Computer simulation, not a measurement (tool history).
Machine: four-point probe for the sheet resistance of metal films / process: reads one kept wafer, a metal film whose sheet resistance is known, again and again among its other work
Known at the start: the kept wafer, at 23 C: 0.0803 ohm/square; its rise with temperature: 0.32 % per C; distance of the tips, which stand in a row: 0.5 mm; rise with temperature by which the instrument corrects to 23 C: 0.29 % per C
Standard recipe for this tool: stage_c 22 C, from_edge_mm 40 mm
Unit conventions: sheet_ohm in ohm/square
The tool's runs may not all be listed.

run,hour,stage_c,from_edge_mm,sheet_ohm
1,0.0,22,40,0.079721
2,19.1,22,40,0.079766
3,48.7,22,40,0.079755
4,65.4,22,40,0.079725
5,82.5,29,40,0.079856
6,105.4,29,40,0.079841
7,133.0,29,40,0.079818
8,147.2,29,40,0.079824
9,161.6,29,40,0.079778
10,192.0,29,40,0.079779
11,218.8,22,40,0.079615
12,233.4,22,40,0.079613
13,253.9,22,40,0.079601
14,268.2,22,40,0.079611
15,283.0,22,40,0.079607
16,314.5,22,40,0.079578
17,332.4,22,40,0.079582
18,346.7,22,32,0.079560
19,367.6,22,32,0.079549
20,383.1,22,32,0.079577
21,400.1,22,26,0.079552
22,415.7,22,26,0.079562
23,431.9,28,7,0.079856
24,449.9,28,4,0.080299
25,480.2,25,54,0.079553
26,496.3,25,54,0.079537
27,526.3,22,23,0.079497
28,543.5,31,30,0.079616
29,559.9,31,30,0.079648
30,592.4,29,61,0.079583
31,608.8,20,14,0.079468
32,630.8,27,40,0.079531
33,656.6,26,5,0.079937
34,689.2,26,5,0.079916
35,717.4,26,5,0.079869
36,733.1,28,10,0.079542
37,750.2,28,10,0.079586

Forecast each of these 4 alternatives for the next run:
A,781.1,21,40,?
B,781.1,32,40,?
C,781.1,28,40,?
D,781.1,29,4,?

run,sheet_ohm
A,0.079357
B,0.079534
C,0.079470
D,0.080136
Had the tool no hidden state, the same runs would have come out as:
run,sheet_ohm
A,0.080287
B,0.080468
C,0.080402
D,0.081075
